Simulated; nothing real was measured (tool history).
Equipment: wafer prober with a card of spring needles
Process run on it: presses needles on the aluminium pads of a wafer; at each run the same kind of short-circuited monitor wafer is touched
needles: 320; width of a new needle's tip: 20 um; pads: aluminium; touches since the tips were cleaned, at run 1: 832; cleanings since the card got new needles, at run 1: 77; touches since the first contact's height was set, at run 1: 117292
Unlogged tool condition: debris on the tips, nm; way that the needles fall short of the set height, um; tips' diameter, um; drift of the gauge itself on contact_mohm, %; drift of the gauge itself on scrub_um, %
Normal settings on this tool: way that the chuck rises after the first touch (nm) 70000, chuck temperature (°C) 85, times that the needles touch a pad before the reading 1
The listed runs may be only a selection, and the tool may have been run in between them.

run,hour,way that the chuck rises after the first touch (nm),chuck temperature (°C),times that the needles touch a pad before the reading,touches since the tips were cleaned,cleanings since the card got new needles,touches since the first contact's height was set,resistance of one needle with its contact and lead (mohm),way that a needle slides on the pad (nm)
1,0.0,70000,85,1,832,77,117292,232,18660
# hour 13.4: tips cleaned on abrasive film
2,25.0,75000,85,1,4710,78,127389,231,19990
# hour 28.5: tips cleaned on abrasive film
# hour 42.2: tips cleaned on abrasive film
# hour 55.9: tips cleaned on abrasive film
3,56.7,70000,85,1,330,81,140138,230,18580
# hour 70.0: tips cleaned on abrasive film
# hour 85.8: tips cleaned on abrasive film
4,98.5,70000,85,1,5131,83,156996,234,18590
# hour 101.7: tips cleaned on abrasive film
# hour 115.6: tips cleaned on abrasive film
5,118.8,70000,85,1,1304,85,165144,229,18550
# hour 131.3: tips cleaned on abrasive film
6,136.3,70000,85,1,1996,86,172193,229,18560
# hour 147.7: tips cleaned on abrasive film
# hour 161.9: tips cleaned on abrasive film
7,162.6,56000,85,1,259,88,182781,235,14820
# hour 177.3: tips cleaned on abrasive film
8,180.1,70000,85,2,1128,89,189847,231,18520
# hour 182.4: height of the first contact set anew
# hour 191.6: tips cleaned on abrasive film
# hour 205.8: tips cleaned on abrasive film
9,214.2,70000,85,2,3392,91,12786,233,18550
# hour 220.1: tips cleaned on abrasive film
# hour 235.9: tips cleaned on abrasive film
# hour 250.5: tips cleaned on abrasive film
10,252.3,70000,85,2,733,94,28145,228,18510
# hour 264.4: tips cleaned on abrasive film
# hour 278.4: tips cleaned on abrasive film
# hour 292.1: tips cleaned on abrasive film
11,292.1,70000,84,1,0,97,44157,230,18440
# hour 307.1: tips cleaned on abrasive film
# hour 322.2: tips cleaned on abrasive film
12,323.2,70000,84,1,424,99,56702,232,18430
# hour 337.9: tips cleaned on abrasive film
13,346.2,66000,66,1,3345,100,65958,227,17370
# hour 352.5: tips cleaned on abrasive film
# hour 367.1: tips cleaned on abrasive film
# hour 382.6: tips cleaned on abrasive film
14,383.6,62000,52,2,406,103,81021,226,16290
# hour 398.7: tips cleaned on abrasive film
# hour 415.0: tips cleaned on abrasive film
15,423.5,57000,25,2,3444,105,97101,218,14980
# hour 429.3: tips cleaned on abrasive film
# hour 445.2: tips cleaned on abrasive film
16,453.7,59000,68,2,3459,107,109301,230,15450
# hour 457.1: gauge calibrated
# hour 459.0: tips cleaned on abrasive film
# hour 473.8: tips cleaned on abrasive film
17,477.1,59000,68,2,1355,109,118704,228,15700

Expected results for the next run?
# hour 487.5: tips cleaned on abrasive film
# hour 501.6: tips cleaned on abrasive film
18,507.1,70000,56,2,2228,111,130771,?,?

{"run 18": {"resistance of one needle with its contact and lead (mohm)": 226, "way that a needle slides on the pad (nm)": 18590}}
On a tool with no hidden condition, and with the same random variation, this run would have come out at resistance of one needle with its contact and lead (mohm) 226, way that a needle slides on the pad (nm) 18630.
